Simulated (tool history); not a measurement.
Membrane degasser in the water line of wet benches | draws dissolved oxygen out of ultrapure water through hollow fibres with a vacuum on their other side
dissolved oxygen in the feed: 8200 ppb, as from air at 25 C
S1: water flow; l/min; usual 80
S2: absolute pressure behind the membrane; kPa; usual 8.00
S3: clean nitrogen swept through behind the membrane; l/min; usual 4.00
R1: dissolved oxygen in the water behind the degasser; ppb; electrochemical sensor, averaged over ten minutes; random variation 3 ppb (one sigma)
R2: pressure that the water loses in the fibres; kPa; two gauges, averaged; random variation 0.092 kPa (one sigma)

run     day  S1     S2    S3      R1     R2
  1   0.000  80   8.00  4.00   523.5  37.79
  2   4.629  80   8.00  4.00   519.8  37.74
  3   8.308  80   8.00  4.00   526.4  37.85
  4  11.367  80   8.00  4.00   525.6  37.86
  5  15.342  80   8.00  4.00   522.3  38.00
  6  18.517  80   8.00  4.00   523.9  37.73
  7  22.796  80   8.19  4.00   529.3  37.72
  8  26.196  80   8.00  4.00   521.0  37.91
     30.379  -- vacuum gauge calibrated
  9  31.900  80   8.00  4.00   520.5  37.94
 10  37.133  80   8.00  4.00   520.5  38.03
 11  42.938  80   8.00  4.00   521.3  38.09
 12  46.075  80   8.00  4.00   519.7  38.07
 13  50.225  75  10.02  4.00   546.4  35.83
 14  54.650  53   8.00  3.46   285.2  25.41
 15  59.292  53   8.00  3.46   284.5  25.32
 16  62.704  48   6.01  7.28   136.9  22.76
 17  67.188  48   6.01  7.28   136.2  22.90
 18  71.600  61   8.00  1.68   508.1  29.15
     72.704  -- gauge calibrated
 19  75.254  61   8.00  1.68   512.6  28.76
 20  80.404  80  18.00  1.94  1333.6  37.76
 21  85.954  80  12.54  6.25   574.8  37.68
 22  91.333  80   9.00  4.00   555.0  37.77
 23  94.850  80   9.00  4.00   558.5  38.02

Some steps in R2 between neighbouring runs. How much of each would the tool show without its hidden state too (settings, what came in, random variation), and how much is left for the hidden state, with any gauge scatter that isn't in both results?
The hidden state here: membrane still open, %; true pressure behind the membrane over the reading, kPa; air that leaks in behind the membrane, l/min; drift of the gauge itself on oxygen_ppb, %; drift of the gauge itself on loss_of_pressure_kpa, %.
Run 13 -> 14: S1 75 -> 53, S2 10.02 -> 8.00, S3 4.00 -> 3.46. R2 -10.42 kPa: hidden state -0.08, all else -10.34.
Run 17 -> 18: S1 48 -> 61, S2 6.01 -> 8.00, S3 7.28 -> 1.68. R2 +6.25 kPa: hidden state +0.11, all else +6.14.
Run 18 -> 19: gauge calibrated. R2 -0.39 kPa: hidden state -0.35, all else -0.04.
Run 19 -> 20: S1 61 -> 80, S2 8.00 -> 18.00, S3 1.68 -> 1.94. R2 +9.00 kPa: hidden state +0.04, all else +8.96.
